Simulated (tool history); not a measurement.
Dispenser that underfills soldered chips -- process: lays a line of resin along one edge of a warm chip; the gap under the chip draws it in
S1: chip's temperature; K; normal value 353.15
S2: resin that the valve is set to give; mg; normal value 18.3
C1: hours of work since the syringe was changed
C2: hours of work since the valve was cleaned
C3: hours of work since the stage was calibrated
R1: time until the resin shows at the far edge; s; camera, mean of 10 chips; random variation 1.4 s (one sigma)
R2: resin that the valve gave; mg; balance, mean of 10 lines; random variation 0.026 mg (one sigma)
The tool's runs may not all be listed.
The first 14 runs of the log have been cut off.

run   hour      S1    S2  C1  C2   C3     R1     R2
      81.0  -- new syringe of resin
 15   81.6  353.15  18.3   0  48  246  143.5  17.80
      83.3  -- dispensing valve cleaned and set on the balance
 16   87.3  353.15  18.3   3   2  249  181.5  18.28
      95.0  -- new syringe of resin
 17   95.0  353.15  18.3   0   7  254  141.5  18.27
 18  101.7  353.15  18.3   4  11  258  198.3  18.23
 19  105.4  344.15  20.4   6  14  260  376.4  20.24
     108.0  -- new syringe of resin
 20  112.8  344.15  20.4   3  18  264  285.2  20.24
 21  119.0  356.15  22.3   7  22  268  213.0  22.05
     121.1  -- new syringe of resin
 22  122.6  358.15  20.7   1  24  270  115.3  20.43
 23  126.0  358.15  20.7   3  26  273  138.6  20.33
 24  132.5  368.15  15.7   7  30  277  129.4  15.40
     133.9  -- new syringe of resin
 25  138.4  360.15  19.2   3  34  280  123.7  18.85
 26  146.2  367.15  21.8   8  38  285  132.0  21.33
     147.1  -- new syringe of resin
 27  154.0  367.15  21.8   4  43  290  101.0  21.20
 28  157.4  367.15  21.8   6  45  292  120.9  21.26
     160.1  -- new syringe of resin
 29  161.2  349.15  15.7   1  47  294  191.3  15.23
     163.9  -- dispensing valve cleaned and set on the balance
 30  167.7  360.15  18.1   4   2  297  140.1  18.10
     173.9  -- new syringe of resin
 31  175.6  349.15  18.5   1   7  302  189.7  18.43
 32  182.9  360.15  19.0   6  12  307  159.2  18.87
     186.6  -- new syringe of resin
 33  186.7  360.15  19.0   0  14  309   99.4  18.87
 34  190.5  353.15  18.8   2  16  311  172.4  18.63
 35  195.7  353.15  18.8   6  19  314  223.1  18.62
     199.3  -- new syringe of resin
 36  199.3  353.15  18.3   0  22  316  140.0  18.09

Here are 3 independent what-if runs from the current tool condition. What would each one return?
  A  204.8  363.15  20.3   3  25  320   ?   ?
  B  204.8  358.15  23.4   3  25  320   ?   ?
  C  204.8  343.15  21.5   3  25  320   ?   ?

run     R1     R2
  A  112.4  19.99
  B  144.5  23.04
  C  310.9  21.18
Take away the tool's hidden state, keep each run's random variation, and the runs would have read:
run     R1     R2
  A   79.8  20.28
  B  102.5  23.38
  C  219.5  21.49
